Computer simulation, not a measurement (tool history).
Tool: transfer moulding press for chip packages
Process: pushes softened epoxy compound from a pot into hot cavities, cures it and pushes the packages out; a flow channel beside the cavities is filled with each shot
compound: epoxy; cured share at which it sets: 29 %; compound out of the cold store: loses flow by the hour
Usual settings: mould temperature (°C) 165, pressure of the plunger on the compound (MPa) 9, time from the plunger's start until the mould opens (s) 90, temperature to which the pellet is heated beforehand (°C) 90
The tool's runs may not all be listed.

run,hour,mould temperature (°C),pressure of the plunger on the compound (MPa),time from the plunger's start until the mould opens (s),temperature to which the pellet is heated beforehand (°C),incoming compound's hours out of the cold store,length that the compound runs in the flow channel (mm),greatest force on the pins that push the packages out (N)
1,0,165,9,90,90,25.4,559,268
2,5.1,165,9,90,90,36.4,536,268
3,15.8,165,9.45,90,90,16.3,599,314
4,26.9,165,9.45,90,90,8.2,620,347
5,38.3,165,9.45,90,90,10.8,618,364
6,47.7,159,9,90,90,31.7,560,536
7,54,165,9,99,90,34.5,535,354
8,65.4,165,9,99,90,39.7,526,376
9,73.5,165,9,99,90,35.7,536,381
10,79.7,165,9,99,90,16.7,579,386
11,86.6,165,10.06,90,90,20.5,606,425
12,93.9,165,9,90,90,38.9,527,436
13,101.2,165,9,90,90,42.5,514,434
14,110.6,165,9,90,90,47.5,505,422
15,117.2,165,9,75,90,36.3,529,563
# hour 119.6: cavities cleaned with cleaning compound and waxed
16,125.2,162,9.78,72,82,18.8,604,917
17,132.3,165,9.96,90,99,20.5,597,478
18,140.5,169,9,127,83,16.6,566,423
19,152.1,158,8.43,90,90,44.1,514,693
# hour 155.2: cavities cleaned with cleaning compound and waxed, once more
20,162.5,158,7.89,105,88,12.8,563,292
21,169.6,158,7.89,105,88,19.5,546,315
22,175,158,7.89,105,88,13.2,563,316
23,184.8,169,8.44,123,82,28.5,520,265
24,191.1,169,8.44,123,82,43.9,488,262
25,199.2,163,9,83,86,12.7,591,440
26,211,169,10.84,90,98,34.6,569,340
27,222.4,165,8.56,125,94,17,556,335
28,233.9,165,8.94,125,94,32.3,531,334
29,245.9,169,8.94,121,93,13.4,566,351

For some of the steps in length that the compound runs in the flow channel (mm) from one run to the next: how much would appear even if the tool had no hidden state, given the settings, what came in and random variation, and how much remains for the hidden state plus any gauge scatter that the measured result and the result without hidden state don't share?
The tool's hidden condition here consists of: true mould temperature over the reading, C; pressure that reaches the compound, % of what is set; grip of the stained cavities, % over clean ones'; drift of the gauge itself on flow_mm, %; drift of the gauge itself on push_out_n, %.
Run 2 -> 3: pressure of the plunger on the compound (MPa) 9 -> 9.45. length that the compound runs in the flow channel (mm) +63: hidden state -4, all else +67.
Run 11 -> 12: pressure of the plunger on the compound (MPa) 10.06 -> 9. length that the compound runs in the flow channel (mm) -79: hidden state +2, all else -81.
Run 24 -> 25: mould temperature (°C) 169 -> 163, pressure of the plunger on the compound (MPa) 8.44 -> 9, time from the plunger's start until the mould opens (s) 123 -> 83, temperature to which the pellet is heated beforehand (°C) 82 -> 86. length that the compound runs in the flow channel (mm) +103: hidden state -5, all else +108.

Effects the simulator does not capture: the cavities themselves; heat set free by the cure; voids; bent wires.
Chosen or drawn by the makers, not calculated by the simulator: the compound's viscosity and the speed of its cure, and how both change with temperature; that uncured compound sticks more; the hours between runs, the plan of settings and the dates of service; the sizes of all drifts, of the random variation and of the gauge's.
